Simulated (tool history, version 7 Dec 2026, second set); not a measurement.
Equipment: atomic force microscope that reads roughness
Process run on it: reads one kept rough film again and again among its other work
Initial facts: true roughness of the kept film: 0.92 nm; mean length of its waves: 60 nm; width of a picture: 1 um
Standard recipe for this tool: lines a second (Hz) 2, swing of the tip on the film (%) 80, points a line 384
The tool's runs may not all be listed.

| run | hour | lines a second (Hz) | swing of the tip on the film (%) | points a line | roughness of the kept film (nm (root mean square)) |
|---|---|---|---|---|---|
| 1 | 0 | 2 | 80 | 384 | 0.775 |
| 2 | 23 | 2 | 80 | 384 | 0.784 |
| 3 | 60.6 | 2 | 80 | 384 | 0.766 |
| 4 | 80.8 | 2 | 80 | 384 | 0.778 |
| 5 | 110.3 | 2 | 80 | 384 | 0.778 |
| 6 | 131.4 | 2 | 80 | 384 | 0.775 |
| 7 | 160.9 | 2 | 80 | 384 | 0.776 |
| 8 | 191.4 | 2 | 80 | 384 | 0.773 |
| 9 | 209.6 | 2 | 80 | 384 | 0.782 |
| 10 | 241.1 | 2 | 80 | 384 | 0.778 |
| 11 | 262.9 | 2 | 80 | 384 | 0.778 |
| 12 | 297.9 | 2 | 80 | 384 | 0.776 |
| 13 | 318.2 | 2 | 63 | 384 | 0.851 |
| 14 | 345.8 | 2 | 63 | 384 | 0.853 |
| 15 | 371.6 | 2 | 63 | 384 | 0.851 |
| 16 | 389.8 | 2 | 63 | 384 | 0.856 |
| 17 | 408.8 | 2 | 63 | 384 | 0.846 |
| 18 | 431.2 | 2 | 63 | 384 | 0.847 |
| 19 | 453.8 | 2 | 63 | 384 | 0.852 |
| 20 | 486.6 | 2 | 61 | 384 | 0.854 |
| 21 | 511.7 | 2 | 80 | 384 | 0.777 |
| 22 | 533.1 | 2 | 80 | 384 | 0.773 |
| 23 | 567 | 2 | 80 | 384 | 0.775 |
| 24 | 591.2 | 2 | 80 | 384 | 0.777 |
| 25 | 613.5 | 1.28 | 80 | 384 | 0.821 |
| 26 | 650.8 | 1.19 | 57 | 517 | 0.885 |
| 27 | 669.4 | 2.63 | 61 | 384 | 0.846 |
| 28 | 697.3 | 2.63 | 61 | 384 | 0.845 |
| 29 | 731.2 | 2.63 | 83 | 406 | 0.718 |
| 30 | 747.7 | 0.71 | 80 | 384 | 0.861 |
| 31 | 768.2 | 1.37 | 66 | 266 | 0.863 |
| 32 | 791.1 | 2 | 80 | 600 | 0.777 |
| 33 | 826.9 | 2 | 65 | 346 | 0.843 |
| 34 | 851.1 | 1.8 | 86 | 1022 | 0.762 |
| 35 | 876.9 | 1.85 | 70 | 680 | 0.836 |
| 36 | 900 | 1.85 | 70 | 680 | 0.834 |
| 37 | 915.3 | 1.85 | 69 | 422 | 0.832 |
| 38 | 937.2 | 3.97 | 82 | 384 | 0.658 |
| 39 | 975 | 1.07 | 73 | 435 | 0.854 |
| 40 | 1011.8 | 1.64 | 76 | 368 | 0.812 |
| 41 | 1039.7 | 0.5 | 76 | 384 | 0.876 |
| 42 | 1065.1 | 1.44 | 80 | 384 | 0.807 |
| 43 | 1085.5 | 1.85 | 76 | 270 | 0.802 |
| 44 | 1109.4 | 2.13 | 76 | 384 | 0.789 |
| 45 | 1128.7 | 0.91 | 76 | 384 | 0.855 |
| 46 | 1162.6 | 2 | 59 | 384 | 0.866 |
| 47 | 1194.2 | 2 | 59 | 384 | 0.862 |
| 48 | 1228.3 | 2 | 71 | 384 | 0.817 |

Not shown here: 12 entries made in the log between runs. Locate each between two listed runs and compare the hidden state at the listed run before it with the hidden state at the listed run after it:
In the gap between runs 3 and 4: new tip fitted (hour 73.6)
  radius of the tip, nm: 12.3 -> 10.3
  measured value less the no-hidden-state value, roughness of the kept film (nm (root mean square)): -0.002 -> +0
In the gap between runs 7 and 8: new tip fitted (hour 170.2)
  radius of the tip, nm: 12.3 -> 10.5
  measured value less the no-hidden-state value, roughness of the kept film (nm (root mean square)): -0.001 -> -0.001
In the gap between runs 11 and 12: new tip fitted (hour 269)
  radius of the tip, nm: 12.4 -> 10.8
  measured value less the no-hidden-state value, roughness of the kept film (nm (root mean square)): -0.002 -> -0.001
In the gap between runs 14 and 15: new tip fitted (hour 365.4)
  radius of the tip, nm: 12 -> 10.2
  measured value less the no-hidden-state value, roughness of the kept film (nm (root mean square)): -0.002 -> -0.001
In the gap between runs 19 and 20: new tip fitted (hour 461)
  radius of the tip, nm: 12.3 -> 10.7
  measured value less the no-hidden-state value, roughness of the kept film (nm (root mean square)): -0.002 -> -0.001
In the gap between runs 22 and 23: new tip fitted (hour 558.8)
  radius of the tip, nm: 11.9 -> 10.2
  measured value less the no-hidden-state value, roughness of the kept film (nm (root mean square)): -0.001 -> -0.001
In the gap between runs 26 and 27: new tip fitted (hour 656.3)
  radius of the tip, nm: 12.2 -> 10.4
  measured value less the no-hidden-state value, roughness of the kept film (nm (root mean square)): -0.002 -> -0.001
In the gap between runs 30 and 31: new tip fitted (hour 753.5)
  radius of the tip, nm: 12.4 -> 10.4
  measured value less the no-hidden-state value, roughness of the kept film (nm (root mean square)): -0.003 -> -0.001
In the gap between runs 33 and 34: new tip fitted (hour 851.1)
  radius of the tip, nm: 11.9 -> 10
  measured value less the no-hidden-state value, roughness of the kept film (nm (root mean square)): -0.002 -> +0
In the gap between runs 38 and 39: new tip fitted (hour 949.1)
  radius of the tip, nm: 12.3 -> 10.7
  measured value less the no-hidden-state value, roughness of the kept film (nm (root mean square)): -0.001 -> -0.001
In the gap between runs 41 and 42: new tip fitted (hour 1045.4)
  radius of the tip, nm: 12.5 -> 10.5
  measured value less the no-hidden-state value, roughness of the kept film (nm (root mean square)): -0.003 -> -0.001
In the gap between runs 45 and 46: new tip fitted (hour 1141.3)
  radius of the tip, nm: 12.2 -> 10.5
  measured value less the no-hidden-state value, roughness of the kept film (nm (root mean square)): -0.002 -> -0.001

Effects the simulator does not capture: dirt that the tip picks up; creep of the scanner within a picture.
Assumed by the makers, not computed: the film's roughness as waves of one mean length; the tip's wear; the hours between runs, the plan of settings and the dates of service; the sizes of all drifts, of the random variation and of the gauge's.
